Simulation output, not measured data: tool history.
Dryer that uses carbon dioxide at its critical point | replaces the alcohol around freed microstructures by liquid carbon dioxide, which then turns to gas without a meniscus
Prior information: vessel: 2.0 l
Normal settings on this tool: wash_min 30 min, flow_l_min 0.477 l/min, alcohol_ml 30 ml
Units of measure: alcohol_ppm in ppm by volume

run,day,wash_min,flow_l_min,alcohol_ml,alcohol_ppm
1,0,30,0.477,30,165
2,1.104,30,0.477,52,194
# day 1.338: inlet filter changed
3,2.108,30,0.477,52,177
4,3.533,30,0.477,30,175
5,4.683,30,0.655,30,158
6,6.125,30,0.655,30,168
7,7.929,30,0.655,30,179
8,9.517,30,0.655,30,193
9,11.254,35,0.655,30,197
10,13.296,18,0.477,30,496
# day 13.838: purifier's bed changed
11,14.571,30,0.477,84,74
12,15.638,30,0.477,34,38
13,16.617,30,0.693,30,11
14,18.371,30,0.693,30,34
15,20.083,30,0.693,30,36
16,20.938,30,0.764,30,42
17,22.612,47,0.477,30,55
18,23.825,30,0.477,30,77
19,25.417,30,0.531,30,72
20,26.292,30,0.482,30,92
21,28.225,30,0.482,30,103
22,30.075,30,0.477,30,105
23,31.946,30,0.477,30,117
24,33.483,30,0.477,30,130
25,35.517,30,0.477,30,150
26,36.679,30,0.486,51,159
# day 37.242: inlet filter changed
27,37.712,30,0.486,51,164
28,39.388,30,0.306,51,447
29,40.738,30,0.306,51,471
30,42.296,21,0.557,97,390
31,43.346,30,0.477,109,227
32,45.196,30,0.477,109,240
33,46.825,30,0.477,109,237
34,47.717,39,0.294,74,339
35,49.038,33,0.632,20,190
36,51.033,33,0.632,20,181
37,53.142,33,0.632,20,202
38,54.758,30,0.334,83,592
# day 56.488: purifier's bed changed
39,56.833,30,0.392,64,148
40,58.021,40,0.483,109,29
41,60.088,20,0.313,31,923
42,61.767,20,0.313,31,897
43,63.521,30,0.468,26,60
44,64.542,20,0.374,53,960
45,65.883,30,0.371,30,143
46,67.475,30,0.564,43,74

What if the next run were any one of these 5? Each begins from the tool's condition after run 46:
A,69.542,21,0.564,36,?
B,69.542,30,0.477,68,?
C,69.542,20,0.52,85,?
D,69.542,41,0.477,71,?
E,69.542,30,0.564,25,?

run,alcohol_ppm
A,176
B,127
C,513
D,77
E,74
Without the tool's unlogged condition, the same runs would have read:
run,alcohol_ppm
A,80
B,40
C,336
D,8
E,3
